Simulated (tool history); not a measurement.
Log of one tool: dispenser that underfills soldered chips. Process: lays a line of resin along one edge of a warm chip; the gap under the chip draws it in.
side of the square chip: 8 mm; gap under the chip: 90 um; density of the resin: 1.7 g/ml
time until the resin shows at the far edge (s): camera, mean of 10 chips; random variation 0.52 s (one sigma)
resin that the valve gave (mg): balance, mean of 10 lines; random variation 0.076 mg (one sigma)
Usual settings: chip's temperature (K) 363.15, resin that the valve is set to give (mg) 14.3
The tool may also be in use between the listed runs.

run   hour  chip's temperature (K)  resin that the valve is set to give (mg)  time until the resin shows at the far edge (s)  resin that the valve gave (mg)
  1      0                  363.15                                      14.3                                            73.2                           13.29
  2    3.4                  363.15                                      14.3                                              43                           13.17
  3      8                  363.15                                      14.3                                            56.2                           13.28
  4   10.8                  363.15                                      14.3                                            65.4                           13.42
  5   13.9                  363.15                                      16.8                                            76.5                           15.67
  6   16.8                  363.15                                      16.8                                            43.9                           15.44
  7   21.9                  376.15                                      14.3                                            41.9                           13.22
  8   25.7                  363.15                                      17.7                                            74.1                           16.17
  9   31.1                  363.15                                      17.7                                            49.8                           16.33
 10   35.3                  363.15                                      17.7                                            61.5                           16.16
 11   39.1                  363.15                                      17.7                                            76.8                           16.19
 12   44.3                  363.15                                      17.7                                            51.3                           16.17
 13   47.5                  363.15                                      14.2                                            64.2                           12.95
 14   50.4                  363.15                                      18.1                                            71.1                           16.48
 15   54.5                  363.15                                      18.1                                            44.5                           16.57
 16   59.4                  363.15                                      18.1                                            58.7                           16.38
 17   62.3                  363.15                                      18.1                                            69.6                           16.36
 18     67                  363.15                                      18.1                                            41.3                           18.21
 19   70.3                  363.15                                      18.1                                            50.2                           18.12
 20   72.7                  363.15                                      18.1                                            58.4                            18.1
 21   77.2                  363.15                                      15.1                                            75.3                           15.05
 22   81.4                  377.15                                        17                                            31.8                           16.98
 23   85.8                  377.15                                      18.5                                            41.9                            18.3
 24   89.6                  377.15                                      16.3                                            50.2                           16.19
 25     93                  371.15                                      15.8                                            35.5                           15.57
 26   96.8                  371.15                                      15.8                                            44.1                           15.46
 27   99.1                  371.15                                      15.8                                            50.1                           15.62
 28  102.1                  358.15                                      13.6                                            88.2                           13.41
 29  107.6                  371.15                                      16.3                                            42.1                              16
 30  110.6                  371.15                                      16.3                                            49.2                           15.81
 31  115.9                  371.15                                      16.3                                            68.5                            15.8
 32  118.8                  349.15                                      18.5                                            68.1                           17.93
 33  123.7                  349.15                                      18.5                                            92.4                           17.86

Not shown: 11 entries that the log had between the listed runs. Between which runs, and how does the tool's hidden state differ before and after?
Between runs 1 and 2: new syringe of resin (hour 3.3)
  resin's viscosity, % of fresh resin's: 169.8 -> 100; dose that the valve gives, % of what is set: 93.53 -> 93.37; true chip temperature over the reading, C: -0.07 -> -0.08
  measured less the result without the state, time until the resin shows at the far edge (s): +30.7 -> +0.7; resin that the valve gave (mg): -0.92 -> -0.95
Between runs 5 and 6: new syringe of resin (hour 15.8)
  resin's viscosity, % of fresh resin's: 181.9 -> 104.6; dose that the valve gives, % of what is set: 92.83 -> 92.69
  measured less the result without the state, time until the resin shows at the far edge (s): +34.8 -> +2.4; resin that the valve gave (mg): -1.21 -> -1.21
Between runs 8 and 9: new syringe of resin (hour 28.3)
  resin's viscosity, % of fresh resin's: 174.3 -> 116; dose that the valve gives, % of what is set: 92.25 -> 91.99; true chip temperature over the reading, C: -0.13 -> -0.15
  measured less the result without the state, time until the resin shows at the far edge (s): +31.8 -> +7.3; resin that the valve gave (mg): -1.35 -> -1.43
Between runs 11 and 12: new syringe of resin (hour 40.8)
  resin's viscosity, % of fresh resin's: 183.5 -> 120.9; dose that the valve gives, % of what is set: 91.57 -> 91.31; true chip temperature over the reading, C: -0.17 -> -0.18
  measured less the result without the state, time until the resin shows at the far edge (s): +35.4 -> +9.3; resin that the valve gave (mg): -1.49 -> -1.54
Between runs 14 and 15: new syringe of resin (hour 53.3)
  resin's viscosity, % of fresh resin's: 171.1 -> 105.3; dose that the valve gives, % of what is set: 90.98 -> 90.79; true chip temperature over the reading, C: -0.19 -> -0.2
  measured less the result without the state, time until the resin shows at the far edge (s): +30.1 -> +2.7; resin that the valve gave (mg): -1.64 -> -1.67
Between runs 17 and 18: dispensing valve cleaned and set on the balance (hour 63.9); new syringe of resin (hour 66.9)
  resin's viscosity, % of fresh resin's: 164.7 -> 100.6; dose that the valve gives, % of what is set: 90.38 -> 99.93; true chip temperature over the reading, C: -0.22 -> -0.23
  measured less the result without the state, time until the resin shows at the far edge (s): +27.9 -> +0.5; resin that the valve gave (mg): -1.74 -> -0.02
Between runs 21 and 22: new syringe of resin (hour 79.5)
  resin's viscosity, % of fresh resin's: 179 -> 112.4; dose that the valve gives, % of what is set: 99.4 -> 99.18; true chip temperature over the reading, C: -0.25 -> -0.26
  measured less the result without the state, time until the resin shows at the far edge (s): +33.7 -> +3.7; resin that the valve gave (mg): -0.09 -> -0.14
Between runs 24 and 25: new syringe of resin (hour 92)
  resin's viscosity, % of fresh resin's: 178.8 -> 104.9; dose that the valve gives, % of what is set: 98.75 -> 98.59; true chip temperature over the reading, C: -0.28 -> -0.29
  measured less the result without the state, time until the resin shows at the far edge (s): +22.4 -> +1.9; resin that the valve gave (mg): -0.2 -> -0.22
Between runs 28 and 29: new syringe of resin (hour 104.3)
  resin's viscosity, % of fresh resin's: 176.5 -> 123.8; dose that the valve gives, % of what is set: 98.09 -> 97.82; true chip temperature over the reading, C: -0.31 -> -0.32
  measured less the result without the state, time until the resin shows at the far edge (s): +39 -> +8.4; resin that the valve gave (mg): -0.26 -> -0.36
Between runs 31 and 32: new syringe of resin (hour 117.1)
  resin's viscosity, % of fresh resin's: 198.7 -> 110.3; dose that the valve gives, % of what is set: 97.37 -> 97.23
  measured less the result without the state, time until the resin shows at the far edge (s): +34.2 -> +7.1; resin that the valve gave (mg): -0.43 -> -0.51

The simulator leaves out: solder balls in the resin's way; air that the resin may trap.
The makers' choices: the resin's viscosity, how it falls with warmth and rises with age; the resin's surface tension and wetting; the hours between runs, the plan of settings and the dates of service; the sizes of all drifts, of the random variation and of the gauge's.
